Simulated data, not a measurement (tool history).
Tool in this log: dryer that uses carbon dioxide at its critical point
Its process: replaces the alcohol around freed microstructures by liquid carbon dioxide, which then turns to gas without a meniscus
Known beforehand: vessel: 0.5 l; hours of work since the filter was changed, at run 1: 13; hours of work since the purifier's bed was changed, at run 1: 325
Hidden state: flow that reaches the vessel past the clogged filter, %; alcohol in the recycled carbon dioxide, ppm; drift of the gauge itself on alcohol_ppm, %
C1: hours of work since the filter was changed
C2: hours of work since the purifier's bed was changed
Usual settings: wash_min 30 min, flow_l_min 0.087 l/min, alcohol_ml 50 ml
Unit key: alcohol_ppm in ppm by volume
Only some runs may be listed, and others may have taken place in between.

run 1 day=0 | wash_min=30 flow_l_min=0.087 alcohol_ml=50 | C1=13 C2=325 | alcohol_ppm=2180
run 2 day=0.942 | wash_min=30 flow_l_min=0.1296 alcohol_ml=50 | C1=21 C2=333 | alcohol_ppm=331
run 3 day=2.142 | wash_min=30 flow_l_min=0.1296 alcohol_ml=50 | C1=32 C2=344 | alcohol_ppm=346
run 4 day=3.742 | wash_min=30 flow_l_min=0.1296 alcohol_ml=50 | C1=47 C2=359 | alcohol_ppm=345
run 5 day=4.462 | wash_min=30 flow_l_min=0.1296 alcohol_ml=50 | C1=54 C2=366 | alcohol_ppm=372
run 6 day=5.304 | wash_min=30 flow_l_min=0.1296 alcohol_ml=50 | C1=61 C2=373 | alcohol_ppm=383
run 7 day=6.667 | wash_min=30 flow_l_min=0.1296 alcohol_ml=50 | C1=74 C2=386 | alcohol_ppm=383
run 8 day=8.142 | wash_min=30 flow_l_min=0.087 alcohol_ml=50 | C1=88 C2=400 | alcohol_ppm=2575
run 9 day=9.283 | wash_min=30 flow_l_min=0.087 alcohol_ml=50 | C1=98 C2=410 | alcohol_ppm=2594
run 10 day=10.375 | wash_min=20 flow_l_min=0.087 alcohol_ml=50 | C1=108 C2=420 | alcohol_ppm=8956
run 11 day=11.221 | wash_min=30 flow_l_min=0.1441 alcohol_ml=50 | C1=116 C2=428 | alcohol_ppm=258
run 12 day=11.962 | wash_min=30 flow_l_min=0.1441 alcohol_ml=50 | C1=123 C2=435 | alcohol_ppm=261
run 13 day=13.467 | wash_min=30 flow_l_min=0.1441 alcohol_ml=50 | C1=137 C2=449 | alcohol_ppm=270
run 14 day=14.762 | wash_min=30 flow_l_min=0.1441 alcohol_ml=50 | C1=148 C2=460 | alcohol_ppm=278
run 15 day=15.479 | wash_min=30 flow_l_min=0.1441 alcohol_ml=50 | C1=155 C2=467 | alcohol_ppm=296
run 16 day=16.692 | wash_min=27 flow_l_min=0.087 alcohol_ml=50 | C1=166 C2=478 | alcohol_ppm=4320
run 17 day=17.729 | wash_min=32 flow_l_min=0.087 alcohol_ml=50 | C1=176 C2=488 | alcohol_ppm=2524
-- day=17.892 inlet filter changed
run 18 day=19.262 | wash_min=32 flow_l_min=0.087 alcohol_ml=50 | C1=13 C2=501 | alcohol_ppm=1768
run 19 day=19.95 | wash_min=32 flow_l_min=0.087 alcohol_ml=50 | C1=19 C2=508 | alcohol_ppm=1736
run 20 day=21.008 | wash_min=46 flow_l_min=0.087 alcohol_ml=50 | C1=29 C2=518 | alcohol_ppm=364
run 21 day=21.742 | wash_min=30 flow_l_min=0.087 alcohol_ml=50 | C1=35 C2=524 | alcohol_ppm=2315
run 22 day=22.65 | wash_min=30 flow_l_min=0.087 alcohol_ml=50 | C1=44 C2=533 | alcohol_ppm=2402
run 23 day=23.883 | wash_min=30 flow_l_min=0.087 alcohol_ml=50 | C1=55 C2=544 | alcohol_ppm=2457
run 24 day=24.608 | wash_min=30 flow_l_min=0.087 alcohol_ml=50 | C1=62 C2=551 | alcohol_ppm=2514
run 25 day=25.588 | wash_min=30 flow_l_min=0.1297 alcohol_ml=30 | C1=71 C2=560 | alcohol_ppm=278
run 26 day=26.75 | wash_min=30 flow_l_min=0.087 alcohol_ml=71 | C1=81 C2=570 | alcohol_ppm=3636
run 27 day=27.767 | wash_min=30 flow_l_min=0.087 alcohol_ml=71 | C1=91 C2=580 | alcohol_ppm=3710
run 28 day=28.792 | wash_min=30 flow_l_min=0.087 alcohol_ml=71 | C1=100 C2=589 | alcohol_ppm=3748
run 29 day=29.862 | wash_min=30 flow_l_min=0.087 alcohol_ml=71 | C1=110 C2=599 | alcohol_ppm=3820
run 30 day=31.392 | wash_min=40 flow_l_min=0.087 alcohol_ml=40 | C1=124 C2=613 | alcohol_ppm=719
run 31 day=32.583 | wash_min=40 flow_l_min=0.0581 alcohol_ml=65 | C1=135 C2=624 | alcohol_ppm=6034
run 32 day=34.067 | wash_min=40 flow_l_min=0.0581 alcohol_ml=65 | C1=149 C2=638 | alcohol_ppm=6008
run 33 day=35.017 | wash_min=33 flow_l_min=0.0574 alcohol_ml=32 | C1=157 C2=646 | alcohol_ppm=5451
run 34 day=35.829 | wash_min=33 flow_l_min=0.0574 alcohol_ml=32 | C1=165 C2=654 | alcohol_ppm=5464
-- day=37.125 inlet filter changed
run 35 day=37.254 | wash_min=29 flow_l_min=0.0995 alcohol_ml=42 | C1=1 C2=667 | alcohol_ppm=1201
run 36 day=38.538 | wash_min=19 flow_l_min=0.0929 alcohol_ml=78 | C1=13 C2=678 | alcohol_ppm=11795
run 37 day=39.321 | wash_min=18 flow_l_min=0.0594 alcohol_ml=78 | C1=20 C2=686 | alcohol_ppm=33634
run 38 day=40.179 | wash_min=28 flow_l_min=0.1228 alcohol_ml=87 | C1=28 C2=693 | alcohol_ppm=1121
run 39 day=41.396 | wash_min=30 flow_l_min=0.087 alcohol_ml=39 | C1=39 C2=705 | alcohol_ppm=1912
run 40 day=43.021 | wash_min=37 flow_l_min=0.0574 alcohol_ml=67 | C1=54 C2=720 | alcohol_ppm=7006
run 41 day=43.912 | wash_min=30 flow_l_min=0.087 alcohol_ml=30 | C1=62 C2=728 | alcohol_ppm=1541
run 42 day=45.504 | wash_min=30 flow_l_min=0.087 alcohol_ml=26 | C1=77 C2=742 | alcohol_ppm=1382
run 43 day=46.679 | wash_min=30 flow_l_min=0.1367 alcohol_ml=31 | C1=88 C2=753 | alcohol_ppm=252
run 44 day=48.188 | wash_min=35 flow_l_min=0.087 alcohol_ml=34 | C1=102 C2=767 | alcohol_ppm=1046
run 45 day=49.354 | wash_min=31 flow_l_min=0.1408 alcohol_ml=32 | C1=112 C2=778 | alcohol_ppm=211
run 46 day=50.975 | wash_min=36 flow_l_min=0.1408 alcohol_ml=63 | C1=127 C2=793 | alcohol_ppm=183

5 options for the next run, each taken on its own from the tool as it stands now. Forecast them:
run A day=51.696 | wash_min=38 flow_l_min=0.1338 alcohol_ml=115 | C1=134 C2=799 | alcohol_ppm=?
run B day=51.696 | wash_min=25 flow_l_min=0.1362 alcohol_ml=23 | C1=134 C2=799 | alcohol_ppm=?
run C day=51.696 | wash_min=27 flow_l_min=0.1408 alcohol_ml=48 | C1=134 C2=799 | alcohol_ppm=?
run D day=51.696 | wash_min=21 flow_l_min=0.0811 alcohol_ml=99 | C1=134 C2=799 | alcohol_ppm=?
run E day=51.696 | wash_min=20 flow_l_min=0.0596 alcohol_ml=110 | C1=134 C2=799 | alcohol_ppm=?

run=A alcohol_ppm=260
run=B alcohol_ppm=469
run=C alcohol_ppm=537
run=D alcohol_ppm=19639
run=E alcohol_ppm=43533
What these runs would have given with no unlogged condition in the tool:
run=A alcohol_ppm=98
run=B alcohol_ppm=266
run=C alcohol_ppm=294
run=D alcohol_ppm=16224
run=E alcohol_ppm=38232

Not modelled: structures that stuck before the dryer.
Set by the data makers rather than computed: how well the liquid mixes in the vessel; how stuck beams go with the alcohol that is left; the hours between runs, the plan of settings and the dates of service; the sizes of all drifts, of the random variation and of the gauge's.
